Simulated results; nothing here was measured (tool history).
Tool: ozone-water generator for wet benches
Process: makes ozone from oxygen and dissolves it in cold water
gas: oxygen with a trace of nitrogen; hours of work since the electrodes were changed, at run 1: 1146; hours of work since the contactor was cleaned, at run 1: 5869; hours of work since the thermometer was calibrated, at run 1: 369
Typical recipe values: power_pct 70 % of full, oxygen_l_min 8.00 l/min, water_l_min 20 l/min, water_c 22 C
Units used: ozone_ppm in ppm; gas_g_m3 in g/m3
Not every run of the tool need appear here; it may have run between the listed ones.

run	hour	power_pct	oxygen_l_min	water_l_min	water_c	hours of work since the electrodes were changed	hours of work since the contactor was cleaned	hours of work since the thermometer was calibrated	ozone_ppm	gas_g_m3
1	0.0	70	8.00	20	22	1146	5869	369	25.9	251.9
2	27.9	70	8.00	20	22	1171	5894	394	26.1	254.1
3	66.8	70	8.00	20	22	1205	5928	428	25.8	252.9
4	88.2	70	8.00	20	22	1223	5947	446	25.6	249.4
5	122.7	70	8.00	20	22	1253	5977	477	25.5	250.5
6	145.7	70	8.00	20	22	1274	5997	497	25.5	250.7
7	174.4	70	8.00	20	22	1299	6022	522	25.3	252.7
8	197.9	70	8.00	20	22	1319	6042	542	25.7	251.2
9	244.2	75	8.00	20	22	1360	6083	583	26.7	258.0
10	276.7	75	8.00	20	22	1388	6111	611	26.5	258.5
11	317.6	70	8.00	20	22	1424	6147	647	25.5	251.0
12	348.6	70	8.00	20	22	1451	6174	674	25.4	251.8
13	386.2	47	8.00	20	22	1484	6207	707	21.1	204.8
14	408.1	47	8.00	20	22	1503	6226	726	20.9	205.5
15	437.9	47	8.00	20	22	1529	6252	752	21.3	206.6
16	465.1	47	8.00	20	22	1553	6276	776	20.8	207.0
17	494.6	47	4.18	19	19	1579	6302	802	22.5	281.8
18	522.1	61	4.18	31	18	1603	6326	826	15.9	320.8
19	557.4	70	8.00	12	22	1634	6357	857	35.7	251.0
20	579.6	70	5.10	22	22	1653	6376	876	23.8	309.1
21	599.4	63	9.49	20	17	1670	6393	893	25.8	218.1
22	634.7	70	6.16	20	22	1701	6424	924	25.6	281.3
# hour 638.3: water thermometer calibrated
23	664.7	79	8.10	17	27	1727	6450	23	27.1	266.5
24	691.6	70	8.73	18	22	1750	6474	47	26.9	241.8
25	716.0	81	12.59	32	20	1772	6495	68	18.9	216.9
# hour 748.4: water thermometer calibrated, once more
26	761.0	85	4.93	20	22	1811	6534	11	27.5	341.8
27	786.0	70	4.46	25	26	1833	6556	33	19.5	330.5
28	812.9	70	5.56	25	24	1856	6579	56	20.7	297.8
29	859.5	54	5.56	16	24	1897	6620	97	25.8	262.0
30	883.6	54	5.56	16	24	1918	6641	118	25.6	260.2
31	906.3	97	14.28	25	20	1938	6661	138	24.9	221.8
32	944.7	97	14.28	25	20	1971	6694	172	24.9	222.6

Here are 4 independent what-if runs from the current tool condition. What would each one return?
A	968.9	49	4.93	14	20	1992	6716	193	?	?
B	968.9	97	11.06	12	19	1992	6716	193	?	?
C	968.9	94	14.28	26	16	1992	6716	193	?	?
D	968.9	97	14.39	25	20	1992	6716	193	?	?

run	ozone_ppm	gas_g_m3
A	28.7	265.9
B	41.1	249.7
C	25.7	217.8
D	24.7	221.3
Had the tool no hidden state, the same runs would have come out as:
run	ozone_ppm	gas_g_m3
A	31.3	272.1
B	45.1	258.0
C	28.7	224.9
D	27.6	228.6
